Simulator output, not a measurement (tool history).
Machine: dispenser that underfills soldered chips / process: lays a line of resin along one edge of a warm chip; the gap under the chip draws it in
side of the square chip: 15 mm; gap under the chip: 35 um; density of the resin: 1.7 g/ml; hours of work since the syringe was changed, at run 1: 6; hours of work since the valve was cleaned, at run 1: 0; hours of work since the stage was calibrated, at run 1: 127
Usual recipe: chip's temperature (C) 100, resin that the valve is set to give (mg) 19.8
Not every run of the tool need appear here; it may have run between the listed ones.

run	hour	chip's temperature (C)	resin that the valve is set to give (mg)	hours of work since the syringe was changed	hours of work since the valve was cleaned	hours of work since the stage was calibrated	time until the resin shows at the far edge (s)	resin that the valve gave (mg)
1	0	100	19.8	6	0	127	218.5	19.84
# hour 0.9: new syringe of resin
2	5.9	88	19.8	4	4	131	300.7	19.91
# hour 8.7: new syringe of resin
3	15	86	19.8	5	11	138	342.7	19.74
# hour 16.6: new syringe of resin
4	23	100	19.8	5	18	144	202.9	19.58
# hour 24.7: new syringe of resin
5	31.2	100	19.8	5	24	150	207.5	19.5
# hour 32.8: new syringe of resin
6	37.2	100	19.8	4	28	155	182.9	19.36
# hour 40.4: new syringe of resin
7	44	89	19.8	3	34	160	264.2	19.3
# hour 48.5: new syringe of resin
8	50.1	88	19.8	1	38	165	250	19.19
9	54.6	100	19.8	5	42	168	204.9	19.15
# hour 56.3: new syringe of resin
10	61.5	100	19.8	4	47	174	193	19.04
# hour 64.5: new syringe of resin
# hour 66.8: dispensing valve cleaned and set on the balance
11	67.6	100	19.8	2	1	177	158.7	19.67
# hour 73.2: new syringe of resin
12	77.3	100	19.8	3	8	185	181.3	19.84
# hour 80.7: new syringe of resin
13	83.2	100	19.8	2	13	189	162	19.46
# hour 88.2: new syringe of resin
14	92.6	100	19.8	3	20	197	183.6	19.51
# hour 96.2: new syringe of resin
15	99.7	100	19.8	3	25	202	176.6	19.39
# hour 104.1: new syringe of resin
16	107.9	100	19.8	3	31	208	184.6	19.37
# hour 111.9: new syringe of resin
17	114	94	19.8	2	36	213	199	19.27
# hour 120.2: new syringe of resin
18	120.8	94	19.8	0	41	218	192.3	19.09

Run 19 is up next; what results do you expect?
19	126.2	94	19.8	5	46	222	?	?

For run 19 the tool returned time until the resin shows at the far edge (s) 261, resin that the valve gave (mg) 19.
If the tool had no hidden condition, the same run with the same run-to-run variation would have returned time until the resin shows at the far edge (s) 167.7, resin that the valve gave (mg) 19.74.
